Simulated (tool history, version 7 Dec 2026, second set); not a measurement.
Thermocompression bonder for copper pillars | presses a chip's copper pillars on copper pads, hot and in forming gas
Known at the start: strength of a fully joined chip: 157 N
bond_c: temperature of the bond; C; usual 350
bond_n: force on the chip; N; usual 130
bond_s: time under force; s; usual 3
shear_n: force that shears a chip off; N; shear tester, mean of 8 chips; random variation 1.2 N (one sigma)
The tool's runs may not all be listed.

{"run": 1, "hour": 0.0, "bond_c": 350, "bond_n": 130, "bond_s": 3, "shear_n": 103.5}
{"run": 2, "hour": 11.3, "bond_c": 350, "bond_n": 130, "bond_s": 3, "shear_n": 104.2}
{"run": 3, "hour": 26.6, "bond_c": 350, "bond_n": 130, "bond_s": 3, "shear_n": 104.5}
{"run": 4, "hour": 47.5, "bond_c": 350, "bond_n": 130, "bond_s": 3, "shear_n": 102.6}
{"run": 5, "hour": 62.4, "bond_c": 350, "bond_n": 130, "bond_s": 3, "shear_n": 102.8}
{"run": 6, "hour": 71.7, "bond_c": 350, "bond_n": 130, "bond_s": 3, "shear_n": 105.6}
{"run": 7, "hour": 85.0, "bond_c": 369, "bond_n": 130, "bond_s": 3, "shear_n": 118.1}
{"run": 8, "hour": 97.1, "bond_c": 369, "bond_n": 130, "bond_s": 3, "shear_n": 115.2}
{"run": 9, "hour": 117.3, "bond_c": 369, "bond_n": 130, "bond_s": 3, "shear_n": 114}
{"run": 10, "hour": 131.9, "bond_c": 369, "bond_n": 130, "bond_s": 3, "shear_n": 115.3}
{"run": 11, "hour": 150.5, "bond_c": 350, "bond_n": 130, "bond_s": 3, "shear_n": 103.3}
{"run": 12, "hour": 165.0, "bond_c": 350, "bond_n": 130, "bond_s": 3, "shear_n": 101.7}
{"run": 13, "hour": 185.4, "bond_c": 350, "bond_n": 130, "bond_s": 3, "shear_n": 104.1}
{"run": 14, "hour": 206.1, "bond_c": 350, "bond_n": 130, "bond_s": 3, "shear_n": 102.4}
{"run": 15, "hour": 224.0, "bond_c": 323, "bond_n": 163, "bond_s": 6, "shear_n": 109.6}
{"run": 16, "hour": 234.6, "bond_c": 352, "bond_n": 108, "bond_s": 2, "shear_n": 87.9}
{"run": 17, "hour": 253.5, "bond_c": 338, "bond_n": 181, "bond_s": 2, "shear_n": 95.9}
{"run": 18, "hour": 265.7, "bond_c": 350, "bond_n": 127, "bond_s": 3, "shear_n": 101.1}
{"run": 19, "hour": 281.8, "bond_c": 366, "bond_n": 123, "bond_s": 3, "shear_n": 118}
{"run": 20, "hour": 302.3, "bond_c": 369, "bond_n": 130, "bond_s": 3, "shear_n": 121.3}
{"run": 21, "hour": 320.2, "bond_c": 343, "bond_n": 122, "bond_s": 9, "shear_n": 132.5}
{"run": 22, "hour": 331.9, "bond_c": 350, "bond_n": 148, "bond_s": 2, "shear_n": 102.4}
{"run": 23, "hour": 344.1, "bond_c": 333, "bond_n": 150, "bond_s": 4, "shear_n": 111.1}
{"run": 24, "hour": 362.6, "bond_c": 352, "bond_n": 158, "bond_s": 2, "shear_n": 106.9}
{"run": 25, "hour": 381.9, "bond_c": 361, "bond_n": 118, "bond_s": 6, "shear_n": 130.1}
{"run": 26, "hour": 396.8, "bond_c": 350, "bond_n": 149, "bond_s": 3, "shear_n": 113.8}
{"run": 27, "hour": 410.7, "bond_c": 356, "bond_n": 130, "bond_s": 7, "shear_n": 132.5}
{"run": 28, "hour": 429.4, "bond_c": 350, "bond_n": 149, "bond_s": 2, "shear_n": 103.4}

Taken out of this log: 1 entry between the listed runs. Where each belongs, and how the hidden state differs across it:
Between runs 18 and 19: forming gas filter changed (hour 272)
  true temperature of the bond over the reading, C: 4.4 -> 4.5; force that reaches the chip, % of what is set: 105.5 -> 105.6; oxide that the forming gas leaves, % of the face: 6.63 -> 0.75
  measured less the result without the state, shear_n: -1.5 -> +4.7 N
